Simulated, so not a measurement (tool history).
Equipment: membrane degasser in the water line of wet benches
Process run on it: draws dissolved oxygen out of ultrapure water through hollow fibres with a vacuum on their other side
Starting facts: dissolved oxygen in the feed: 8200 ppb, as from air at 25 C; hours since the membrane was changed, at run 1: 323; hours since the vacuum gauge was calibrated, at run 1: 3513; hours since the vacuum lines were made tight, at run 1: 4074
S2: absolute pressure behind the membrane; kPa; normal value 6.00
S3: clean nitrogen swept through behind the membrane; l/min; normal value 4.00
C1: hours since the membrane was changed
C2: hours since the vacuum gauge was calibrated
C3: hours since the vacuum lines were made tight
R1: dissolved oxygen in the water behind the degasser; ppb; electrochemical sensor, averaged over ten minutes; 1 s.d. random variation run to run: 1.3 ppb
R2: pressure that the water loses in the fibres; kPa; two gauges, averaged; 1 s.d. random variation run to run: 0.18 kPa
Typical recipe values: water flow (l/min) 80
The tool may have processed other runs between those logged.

run 1 hour=0.0 | water_flow_(l/min)=80 S2=6.00 S3=4.00 | C1=323 C2=3513 C3=4074 | R1=131.0 R2=34.47
run 2 hour=84.5 | water_flow_(l/min)=80 S2=3.86 S3=4.00 | C1=407 C2=3598 C3=4158 | R1=37.7 R2=34.54
run 3 hour=158.8 | water_flow_(l/min)=80 S2=3.86 S3=4.00 | C1=482 C2=3672 C3=4233 | R1=36.9 R2=34.19
run 4 hour=214.0 | water_flow_(l/min)=80 S2=3.86 S3=4.00 | C1=537 C2=3727 C3=4288 | R1=38.0 R2=34.42
run 5 hour=284.1 | water_flow_(l/min)=80 S2=3.86 S3=4.00 | C1=607 C2=3797 C3=4358 | R1=38.2 R2=34.38
run 6 hour=377.3 | water_flow_(l/min)=80 S2=6.00 S3=2.94 | C1=700 C2=3891 C3=4451 | R1=172.7 R2=34.54
run 7 hour=451.4 | water_flow_(l/min)=80 S2=6.00 S3=4.00 | C1=774 C2=3965 C3=4525 | R1=132.3 R2=34.35
run 8 hour=506.5 | water_flow_(l/min)=80 S2=6.00 S3=4.00 | C1=829 C2=4020 C3=4580 | R1=130.9 R2=34.80
run 9 hour=609.6 | water_flow_(l/min)=69 S2=6.00 S3=4.00 | C1=932 C2=4123 C3=4684 | R1=116.2 R2=29.97
run 10 hour=683.5 | water_flow_(l/min)=69 S2=6.00 S3=4.00 | C1=1006 C2=4197 C3=4757 | R1=115.2 R2=30.01
run 11 hour=776.6 | water_flow_(l/min)=69 S2=6.00 S3=4.00 | C1=1099 C2=4290 C3=4851 | R1=114.9 R2=30.16
run 12 hour=864.2 | water_flow_(l/min)=69 S2=6.00 S3=4.00 | C1=1187 C2=4377 C3=4938 | R1=116.3 R2=30.16
-- hour=885.4 seals of the vacuum lines changed
run 13 hour=950.9 | water_flow_(l/min)=80 S2=6.00 S3=4.00 | C1=1272 C2=4462 C3=66 | R1=134.6 R2=35.18
run 14 hour=997.6 | water_flow_(l/min)=50 S2=6.00 S3=4.00 | C1=1318 C2=4509 C3=112 | R1=85.2 R2=21.56
run 15 hour=1056.9 | water_flow_(l/min)=50 S2=6.00 S3=4.00 | C1=1378 C2=4568 C3=171 | R1=87.5 R2=21.95
run 16 hour=1106.7 | water_flow_(l/min)=74 S2=6.00 S3=4.00 | C1=1427 C2=4618 C3=221 | R1=123.1 R2=32.37
run 17 hour=1194.9 | water_flow_(l/min)=119 S2=7.97 S3=5.99 | C1=1516 C2=4706 C3=309 | R1=224.4 R2=52.28
run 18 hour=1281.0 | water_flow_(l/min)=119 S2=7.97 S3=5.99 | C1=1602 C2=4792 C3=396 | R1=225.4 R2=52.05
run 19 hour=1366.4 | water_flow_(l/min)=119 S2=7.97 S3=5.99 | C1=1687 C2=4878 C3=481 | R1=225.4 R2=52.28
run 20 hour=1424.3 | water_flow_(l/min)=97 S2=6.00 S3=3.49 | C1=1745 C2=4936 C3=539 | R1=178.9 R2=42.43
run 21 hour=1528.9 | water_flow_(l/min)=58 S2=7.85 S3=9.82 | C1=1850 C2=5040 C3=643 | R1=69.5 R2=25.72
run 22 hour=1624.4 | water_flow_(l/min)=80 S2=6.00 S3=3.25 | C1=1945 C2=5136 C3=739 | R1=160.3 R2=35.12
run 23 hour=1668.1 | water_flow_(l/min)=80 S2=6.00 S3=3.25 | C1=1989 C2=5179 C3=783 | R1=161.8 R2=35.25
run 24 hour=1759.0 | water_flow_(l/min)=93 S2=8.32 S3=1.84 | C1=2080 C2=5270 C3=874 | R1=483.0 R2=41.16

Expected results for the next run?
run 25 hour=1851.3 | water_flow_(l/min)=93 S2=8.32 S3=1.84 | C1=2172 C2=5363 C3=966 | R1=? R2=?

Run 25 measured R1 501.9 ppb, R2 41.14 kPa.
If the tool had no hidden condition, the same run with the same run-to-run variation would have returned R1 484.0 ppb, R2 39.85 kPa.
